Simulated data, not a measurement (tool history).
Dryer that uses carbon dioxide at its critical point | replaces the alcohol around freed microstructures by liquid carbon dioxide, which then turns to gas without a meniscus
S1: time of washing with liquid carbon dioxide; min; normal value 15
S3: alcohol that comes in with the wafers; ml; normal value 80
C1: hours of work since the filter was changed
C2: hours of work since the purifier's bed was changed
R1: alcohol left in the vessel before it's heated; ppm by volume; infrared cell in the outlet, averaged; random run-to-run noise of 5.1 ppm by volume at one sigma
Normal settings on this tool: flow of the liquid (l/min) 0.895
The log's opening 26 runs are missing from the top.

run 27 hour=390.8 | S1=14 flow_of_the_liquid_(l/min)=0.668 S3=80 | C1=126 C2=297 | R1=651
run 28 hour=408.4 | S1=18 flow_of_the_liquid_(l/min)=0.859 S3=102 | C1=133 C2=304 | R1=134
run 29 hour=421.6 | S1=16 flow_of_the_liquid_(l/min)=0.977 S3=80 | C1=138 C2=309 | R1=126
run 30 hour=440.2 | S1=15 flow_of_the_liquid_(l/min)=0.980 S3=31 | C1=146 C2=317 | R1=100
run 31 hour=455.3 | S1=13 flow_of_the_liquid_(l/min)=0.863 S3=94 | C1=152 C2=323 | R1=407
run 32 hour=472.4 | S1=13 flow_of_the_liquid_(l/min)=0.863 S3=94 | C1=158 C2=330 | R1=403
run 33 hour=491.3 | S1=13 flow_of_the_liquid_(l/min)=0.863 S3=94 | C1=166 C2=337 | R1=415
run 34 hour=508.0 | S1=15 flow_of_the_liquid_(l/min)=0.637 S3=33 | C1=172 C2=344 | R1=341
run 35 hour=524.2 | S1=14 flow_of_the_liquid_(l/min)=1.162 S3=33 | C1=179 C2=350 | R1=122
run 36 hour=536.8 | S1=15 flow_of_the_liquid_(l/min)=0.590 S3=42 | C1=184 C2=355 | R1=523
run 37 hour=546.1 | S1=15 flow_of_the_liquid_(l/min)=0.894 S3=80 | C1=188 C2=359 | R1=214
run 38 hour=555.9 | S1=20 flow_of_the_liquid_(l/min)=0.895 S3=101 | C1=191 C2=363 | R1=124
run 39 hour=567.3 | S1=20 flow_of_the_liquid_(l/min)=0.895 S3=101 | C1=196 C2=367 | R1=129
run 40 hour=584.1 | S1=11 flow_of_the_liquid_(l/min)=0.712 S3=112 | C1=203 C2=374 | R1=1933
run 41 hour=603.5 | S1=10 flow_of_the_liquid_(l/min)=1.357 S3=86 | C1=210 C2=381 | R1=247
run 42 hour=622.8 | S1=10 flow_of_the_liquid_(l/min)=1.357 S3=86 | C1=218 C2=389 | R1=242
run 43 hour=641.1 | S1=10 flow_of_the_liquid_(l/min)=1.357 S3=86 | C1=225 C2=396 | R1=240
run 44 hour=658.1 | S1=22 flow_of_the_liquid_(l/min)=1.028 S3=40 | C1=232 C2=403 | R1=115
run 45 hour=672.9 | S1=22 flow_of_the_liquid_(l/min)=1.028 S3=40 | C1=238 C2=409 | R1=116
run 46 hour=683.2 | S1=9 flow_of_the_liquid_(l/min)=1.505 S3=87 | C1=242 C2=413 | R1=266
run 47 hour=703.3 | S1=9 flow_of_the_liquid_(l/min)=1.505 S3=87 | C1=250 C2=421 | R1=276

Each row is a separate what-if for the run after 47, all from the same tool condition, not one after another. Results?
run A hour=712.3 | S1=10 flow_of_the_liquid_(l/min)=0.798 S3=38 | C1=253 C2=425 | R1=?
run B hour=712.3 | S1=15 flow_of_the_liquid_(l/min)=0.667 S3=22 | C1=253 C2=425 | R1=?
run C hour=712.3 | S1=23 flow_of_the_liquid_(l/min)=1.173 S3=34 | C1=253 C2=425 | R1=?
run D hour=712.3 | S1=9 flow_of_the_liquid_(l/min)=0.557 S3=87 | C1=253 C2=425 | R1=?

run=A R1=743
run=B R1=278
run=C R1=116
run=D R1=5055
With the hidden condition removed and each run's random variation left untouched, the same runs would have given:
run=A R1=393
run=B R1=93
run=C R1=1
run=D R1=3664
